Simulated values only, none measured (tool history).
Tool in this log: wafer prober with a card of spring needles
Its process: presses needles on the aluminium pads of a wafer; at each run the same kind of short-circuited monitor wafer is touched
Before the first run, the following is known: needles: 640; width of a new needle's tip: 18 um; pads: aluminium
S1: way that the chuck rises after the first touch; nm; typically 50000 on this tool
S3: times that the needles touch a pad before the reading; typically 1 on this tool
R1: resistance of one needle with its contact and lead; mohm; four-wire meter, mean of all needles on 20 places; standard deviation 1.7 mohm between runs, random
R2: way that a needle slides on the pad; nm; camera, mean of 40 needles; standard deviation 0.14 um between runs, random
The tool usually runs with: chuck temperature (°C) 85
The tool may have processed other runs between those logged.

run 1 day=0 | S1=50000 chuck_temperature_(°C)=85 S3=1 | R1=224 R2=12130
-- day=0.083 tips cleaned on abrasive film
-- day=0.338 tips cleaned on abrasive film
-- day=0.612 tips cleaned on abrasive film
run 2 day=0.646 | S1=50000 chuck_temperature_(°C)=85 S3=1 | R1=193 R2=12240
-- day=0.904 tips cleaned on abrasive film
-- day=1.183 tips cleaned on abrasive film
run 3 day=1.271 | S1=50000 chuck_temperature_(°C)=116 S3=1 | R1=212 R2=12180
-- day=1.462 tips cleaned on abrasive film
run 4 day=1.633 | S1=50000 chuck_temperature_(°C)=116 S3=1 | R1=229 R2=12040
-- day=1.75 tips cleaned on abrasive film
-- day=2.05 tips cleaned on abrasive film
run 5 day=2.283 | S1=50000 chuck_temperature_(°C)=116 S3=1 | R1=235 R2=11940
-- day=2.321 tips cleaned on abrasive film
-- day=2.617 tips cleaned on abrasive film
run 6 day=2.842 | S1=50000 chuck_temperature_(°C)=116 S3=1 | R1=238 R2=12020
-- day=2.875 tips cleaned on abrasive film
-- day=3.162 tips cleaned on abrasive film
run 7 day=3.246 | S1=50000 chuck_temperature_(°C)=116 S3=1 | R1=212 R2=11920
-- day=3.438 tips cleaned on abrasive film
-- day=3.725 tips cleaned on abrasive film
run 8 day=3.771 | S1=48000 chuck_temperature_(°C)=34 S3=2 | R1=181 R2=11650
-- day=3.983 tips cleaned on abrasive film
run 9 day=4.088 | S1=48000 chuck_temperature_(°C)=34 S3=2 | R1=192 R2=11550
-- day=4.254 tips cleaned on abrasive film
-- day=4.538 tips cleaned on abrasive film
run 10 day=4.729 | S1=48000 chuck_temperature_(°C)=34 S3=2 | R1=208 R2=11430
-- day=4.812 tips cleaned on abrasive film
-- day=5.104 tips cleaned on abrasive film
run 11 day=5.104 | S1=32000 chuck_temperature_(°C)=75 S3=2 | R1=204 R2=7500
-- day=5.383 tips cleaned on abrasive film
-- day=5.654 tips cleaned on abrasive film
run 12 day=5.708 | S1=32000 chuck_temperature_(°C)=75 S3=2 | R1=222 R2=7460
-- day=5.917 tips cleaned on abrasive film
-- day=6.183 tips cleaned on abrasive film
run 13 day=6.183 | S1=33000 chuck_temperature_(°C)=87 S3=2 | R1=208 R2=7840

How would selected steps in R1 from run to run divide? Give the signed amount a tool lacking its hidden state would still show from settings, what came in and random variation, and the signed amount left for the hidden state, including any gauge scatter that is not in both of the compared results.
What the log doesn't record here: debris on the tips, nm; way that the needles fall short of the set height, um; tips' diameter, um; drift of the gauge itself on contact_mohm, %; drift of the gauge itself on scrub_um, %.
Run 1 -> 2: tips cleaned on abrasive film, tips cleaned on abrasive film, tips cleaned on abrasive film. R1 -31 mohm: hidden state -32, all else +1.

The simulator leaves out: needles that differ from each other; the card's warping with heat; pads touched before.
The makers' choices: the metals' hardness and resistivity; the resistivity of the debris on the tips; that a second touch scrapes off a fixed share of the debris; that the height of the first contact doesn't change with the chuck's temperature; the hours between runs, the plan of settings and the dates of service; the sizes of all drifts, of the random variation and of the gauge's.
